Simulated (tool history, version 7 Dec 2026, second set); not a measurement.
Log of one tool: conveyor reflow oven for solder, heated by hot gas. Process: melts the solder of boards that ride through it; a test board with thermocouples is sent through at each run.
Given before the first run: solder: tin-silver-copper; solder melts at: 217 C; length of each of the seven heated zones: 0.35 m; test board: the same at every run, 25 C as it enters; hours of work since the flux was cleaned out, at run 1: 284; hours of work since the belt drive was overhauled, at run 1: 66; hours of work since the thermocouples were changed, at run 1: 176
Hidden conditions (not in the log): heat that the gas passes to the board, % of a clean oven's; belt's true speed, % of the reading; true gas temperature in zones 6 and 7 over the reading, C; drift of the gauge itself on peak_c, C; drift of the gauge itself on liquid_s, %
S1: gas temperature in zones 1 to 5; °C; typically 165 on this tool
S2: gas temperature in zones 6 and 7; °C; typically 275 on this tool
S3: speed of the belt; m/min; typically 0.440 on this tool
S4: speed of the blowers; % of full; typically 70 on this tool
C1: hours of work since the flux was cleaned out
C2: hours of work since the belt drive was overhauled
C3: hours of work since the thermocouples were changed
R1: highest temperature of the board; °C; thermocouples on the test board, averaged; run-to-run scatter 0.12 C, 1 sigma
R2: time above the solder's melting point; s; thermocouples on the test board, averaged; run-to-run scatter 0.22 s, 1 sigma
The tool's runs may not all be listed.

run,hour,S1,S2,S3,S4,C1,C2,C3,R1,R2
1,0.0,165,275,0.440,70,284,66,176,256.0,70.9
2,25.0,165,275,0.440,70,303,85,195,256.0,70.9
3,49.0,165,275,0.440,70,321,103,213,256.0,70.6
4,74.0,165,275,0.479,70,340,122,232,252.7,60.6
5,90.5,165,275,0.440,70,353,135,245,255.6,70.5
6,102.5,172,275,0.440,70,362,144,254,256.9,74.7
# hour 117.8: flux residue cleaned out of gas plates and filters
7,121.3,165,275,0.440,70,3,154,264,258.8,73.6
8,141.8,165,275,0.440,70,18,170,280,258.7,73.6
9,157.8,165,275,0.440,70,30,182,292,258.8,73.3
10,181.0,165,275,0.373,70,48,200,309,263.8,92.7
11,191.6,165,275,0.483,70,56,208,317,255.2,63.6
12,204.3,165,275,0.483,70,66,217,327,255.0,63.8
13,218.6,165,275,0.440,70,76,228,338,258.4,73.8
14,239.7,165,289,0.440,70,92,244,354,271.1,82.5
15,263.2,165,283,0.440,70,110,262,372,265.1,78.9
16,276.8,165,283,0.440,70,121,272,382,265.6,78.3
17,297.8,165,283,0.440,70,136,288,398,265.4,78.7
18,311.0,165,283,0.440,70,146,298,408,265.4,78.5
19,334.1,165,281,0.461,70,164,316,425,261.7,72.3
20,352.1,178,281,0.461,67,178,329,439,262.9,77.9
21,369.8,165,266,0.354,51,191,343,452,251.1,83.9
22,391.4,165,266,0.354,51,207,359,469,251.4,84.0
23,408.7,153,282,0.488,70,220,372,482,257.2,60.5
24,423.2,162,275,0.440,70,231,383,493,257.3,71.2
25,449.1,162,282,0.440,69,251,403,512,263.0,75.6
26,474.8,162,278,0.440,69,270,422,532,259.4,72.8
27,487.0,178,275,0.431,58,280,431,541,256.5,78.2
28,498.5,166,275,0.431,58,288,440,550,254.4,71.2
29,518.9,166,275,0.431,58,304,456,565,254.1,70.8
30,531.1,156,275,0.371,70,313,465,575,261.7,88.2

Forecast each of these 5 alternatives for the next run:
A,555.5,179,275,0.468,70,332,483,593,?,?
B,555.5,156,275,0.371,77,332,483,593,?,?
C,555.5,165,275,0.365,73,332,483,593,?,?
D,555.5,156,264,0.453,70,332,483,593,?,?
E,555.5,165,272,0.440,70,332,483,593,?,?

run,R1,R2
A,257.4,73.2
B,263.3,90.3
C,264.3,95.9
D,244.6,54.6
E,254.4,69.9
The same runs, with their run-to-run variation unchanged, on a tool lacking any hidden condition would have given:
run,R1,R2
A,258.5,73.8
B,264.2,90.8
C,265.0,96.0
D,246.0,56.5
E,255.6,70.9
